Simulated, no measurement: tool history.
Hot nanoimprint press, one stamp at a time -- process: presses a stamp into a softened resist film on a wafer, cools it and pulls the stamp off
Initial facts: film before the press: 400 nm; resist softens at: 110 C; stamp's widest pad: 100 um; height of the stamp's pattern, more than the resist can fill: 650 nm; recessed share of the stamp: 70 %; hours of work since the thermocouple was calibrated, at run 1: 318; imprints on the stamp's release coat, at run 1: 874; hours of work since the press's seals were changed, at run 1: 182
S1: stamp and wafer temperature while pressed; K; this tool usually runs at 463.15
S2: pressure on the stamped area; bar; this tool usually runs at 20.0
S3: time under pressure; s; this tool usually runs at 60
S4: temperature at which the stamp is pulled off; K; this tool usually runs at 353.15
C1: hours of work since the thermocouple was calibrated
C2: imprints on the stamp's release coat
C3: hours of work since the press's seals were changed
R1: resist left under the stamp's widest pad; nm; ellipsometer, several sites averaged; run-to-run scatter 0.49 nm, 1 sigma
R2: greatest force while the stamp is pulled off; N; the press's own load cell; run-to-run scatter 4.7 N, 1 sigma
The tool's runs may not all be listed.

| run | hour | S1 | S2 | S3 | S4 | C1 | C2 | C3 | R1 | R2 |
|---|---|---|---|---|---|---|---|---|---|---|
| 1 | 0.0 | 463.15 | 20.0 | 60 | 353.15 | 318 | 874 | 182 | 194.6 | 232 |
| 2 | 16.9 | 463.15 | 20.0 | 59 | 353.15 | 331 | 936 | 195 | 196.8 | 228 |
| 3 | 40.1 | 463.15 | 20.0 | 59 | 353.15 | 349 | 1022 | 213 | 196.0 | 236 |
| 4 | 62.5 | 463.15 | 14.3 | 60 | 353.15 | 366 | 1104 | 230 | 228.5 | 236 |
|  | 84.2 | stamp cleaned and given a new release coat |
| 5 | 88.7 | 463.15 | 14.3 | 60 | 353.15 | 381 | 17 | 245 | 228.7 | 223 |
| 6 | 107.1 | 463.15 | 14.3 | 60 | 353.15 | 395 | 84 | 259 | 229.3 | 229 |
| 7 | 122.0 | 463.15 | 14.3 | 60 | 353.15 | 407 | 139 | 271 | 229.8 | 229 |
| 8 | 146.3 | 463.15 | 20.0 | 60 | 353.15 | 425 | 229 | 289 | 197.1 | 228 |
| 9 | 170.6 | 463.15 | 20.0 | 60 | 353.15 | 444 | 318 | 308 | 196.7 | 231 |
| 10 | 189.1 | 463.15 | 20.0 | 60 | 353.15 | 458 | 386 | 322 | 196.5 | 228 |
| 11 | 214.9 | 463.15 | 20.0 | 60 | 353.15 | 478 | 481 | 342 | 196.8 | 235 |
| 12 | 241.5 | 463.15 | 20.0 | 60 | 353.15 | 498 | 579 | 362 | 197.3 | 234 |
| 13 | 256.0 | 463.15 | 20.0 | 60 | 353.15 | 509 | 633 | 373 | 197.3 | 237 |
| 14 | 280.4 | 463.15 | 24.4 | 60 | 353.15 | 528 | 722 | 392 | 179.0 | 237 |
| 15 | 292.7 | 463.15 | 24.4 | 60 | 353.15 | 538 | 768 | 402 | 179.0 | 233 |
|  | 299.5 | plate thermocouple calibrated |
| 16 | 318.7 | 463.15 | 24.4 | 60 | 353.15 | 15 | 853 | 419 | 179.5 | 237 |
| 17 | 332.8 | 455.15 | 14.1 | 47 | 359.15 | 26 | 905 | 430 | 297.0 | 189 |
| 18 | 343.7 | 459.15 | 31.5 | 62 | 339.15 | 34 | 945 | 438 | 176.7 | 331 |
| 19 | 360.5 | 463.15 | 17.9 | 71 | 353.15 | 47 | 1007 | 451 | 197.5 | 234 |
| 20 | 381.4 | 463.15 | 17.9 | 71 | 353.15 | 63 | 1084 | 467 | 197.9 | 230 |
|  | 408.0 | stamp cleaned and given a new release coat |
| 21 | 409.5 | 463.15 | 17.9 | 71 | 353.15 | 80 | 6 | 484 | 198.3 | 231 |
| 22 | 424.6 | 463.15 | 20.0 | 52 | 353.15 | 91 | 61 | 496 | 209.6 | 228 |
|  | 438.0 | gauge calibrated |
| 23 | 449.0 | 463.15 | 20.0 | 94 | 353.15 | 110 | 151 | 514 | 166.7 | 228 |
| 24 | 462.8 | 463.15 | 12.1 | 60 | 344.15 | 121 | 202 | 525 | 245.3 | 296 |
| 25 | 481.0 | 474.15 | 20.0 | 60 | 353.15 | 134 | 269 | 539 | 145.3 | 223 |
| 26 | 494.0 | 459.15 | 16.6 | 60 | 353.15 | 144 | 317 | 549 | 237.1 | 228 |
| 27 | 518.1 | 451.15 | 20.0 | 34 | 353.15 | 163 | 406 | 567 | 307.7 | 229 |
| 28 | 543.0 | 463.15 | 20.0 | 109 | 353.15 | 182 | 498 | 586 | 158.9 | 241 |
| 29 | 563.7 | 475.15 | 15.3 | 60 | 352.15 | 198 | 574 | 602 | 164.0 | 240 |
| 30 | 589.8 | 455.15 | 26.4 | 68 | 348.15 | 218 | 670 | 622 | 208.5 | 266 |

Branching from run 30: 4 alternative next runs. What would each branch give?
| A | 615.0 | 455.15 | 24.7 | 38 | 348.15 | 237 | 762 | 642 | ? | ? |
| B | 615.0 | 464.15 | 26.4 | 93 | 355.15 | 237 | 762 | 642 | ? | ? |
| C | 615.0 | 463.15 | 13.0 | 60 | 353.15 | 237 | 762 | 642 | ? | ? |
| D | 615.0 | 461.15 | 20.0 | 60 | 339.15 | 237 | 762 | 642 | ? | ? |

| run | R1 | R2 |
|---|---|---|
| A | 257.2 | 267 |
| B | 141.5 | 221 |
| C | 239.6 | 231 |
| D | 208.4 | 335 |
The same runs, with their run-to-run variation unchanged, on a tool lacking any hidden condition would have given:
| run | R1 | R2 |
|---|---|---|
| A | 254.7 | 265 |
| B | 140.1 | 219 |
| C | 237.4 | 229 |
| D | 206.4 | 332 |
